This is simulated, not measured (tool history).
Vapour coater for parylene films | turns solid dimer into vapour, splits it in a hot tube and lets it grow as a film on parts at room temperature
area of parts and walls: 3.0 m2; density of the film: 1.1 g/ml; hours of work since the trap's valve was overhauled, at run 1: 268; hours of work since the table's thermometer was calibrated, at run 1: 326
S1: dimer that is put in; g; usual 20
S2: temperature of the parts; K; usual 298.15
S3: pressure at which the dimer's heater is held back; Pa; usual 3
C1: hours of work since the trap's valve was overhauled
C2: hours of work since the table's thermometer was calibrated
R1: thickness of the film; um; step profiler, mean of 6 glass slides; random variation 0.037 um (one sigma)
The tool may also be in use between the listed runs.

run   hour  S1      S2     S3   C1   C2    R1
  1      0  20  298.15      3  268  326  3.55
  2   23.5  20  298.15   7.44  285  342  2.85
  3   41.5  20  298.15   7.44  298  355  2.89
  4   61.8  20  298.15   7.44  313  370  2.83
  5   82.5  20  298.15   7.44  328  385  2.76
  6   96.3  20  298.15   7.44  338  395  2.79
  7  111.6  20  298.15   7.44  349  406   2.8
  8    135  20  298.15   7.44  365  423  2.81
  9  145.8  20  298.15   7.44  373  430  2.76
 10  159.9  20  298.15   7.44  383  440  2.73
 11  173.3  20  298.15   7.44  393  450  2.68
 12  200.1  20  291.15      3  412  469  4.04
     214.2  -- trap's valve overhauled
 13  228.4  20  291.15      3   10  487  3.81
 14    247  20  291.15      3   24  500  3.82
 15  273.1  20  298.15      3   42  519   3.1
 16  290.6  20  298.15   5.91   55  532  2.64
     308.2  -- trap's valve overhauled, once more
 17  316.7  20  291.15      3    6  547  4.53
 18  339.4  20  291.15      3   22  564  4.58
 19  351.6  30  298.15      3   31  573  5.58
 20  375.4  30  298.15      3   48  590   5.6
 21  392.2  20  298.15      3   60  602  3.73
 22  418.7  20  298.15      3   79  621  3.62
 23    434  20  306.15      3   90  632  2.94
 24  446.4  20  306.15      3   99  641  2.93
 25  463.5  19  298.15    2.3  112  653  3.65
 26  482.4  33  300.15   3.85  125  666  5.25
 27  508.9  19  302.15   2.63  144  685  3.14
 28  534.8  19  302.15   2.63  163  704  3.09
 29  554.8  20  307.15   7.19  177  718  2.21
 30  578.3  20  307.15   7.19  194  735   2.2
 31    595  20  307.15   7.19  206  747  2.25
 32  617.5  20  307.15   7.19  222  764  2.19
 33  636.6  15  292.15   7.14  236  777   2.5
 34  662.8  26  307.15   7.14  255  796  2.84
     679.4  -- table's thermometer calibrated
 35  682.2  20  298.15  10.98  268    2   2.6
 36    697  22  305.15   8.28  279   13  2.44
 37  719.1  19  298.15   3.08  295   29  3.34
 38  743.3  20  302.15   3.07  312   46  3.09
 39  767.2  20  302.15   3.07  329   63  3.05
 40  790.2  11  304.15   3.21  346   80  1.56
 41  803.6  11  304.15   3.21  355   89  1.59
 42  815.7   9  301.15    7.7  364   98  1.15
 43  836.4  20  302.15   2.17  379  113  3.28
 44  859.5  14  299.15   4.62  396  129  2.07
 45  875.6  21  299.15  10.65  407  141  2.56
       897  -- trap's valve overhauled
 46  904.5  16  303.15   2.39    5  159   2.8
 47  929.5  18  304.15   8.35   23  177   2.3
 48    948  32  306.15   6.98   37  190     4

Forecast each of these 3 alternatives for the next run:
  A  962.8  20  298.15  8.25  47  201   ?
  B  962.8  32  294.15  2.91  47  201   ?
  C  962.8  23  298.15     3  47  201   ?

run    R1
  A  2.99
  B  6.79
  C  4.23
Without the tool's hidden state the same runs would have given:
run    R1
  A  3.08
  B  6.99
  C  4.36
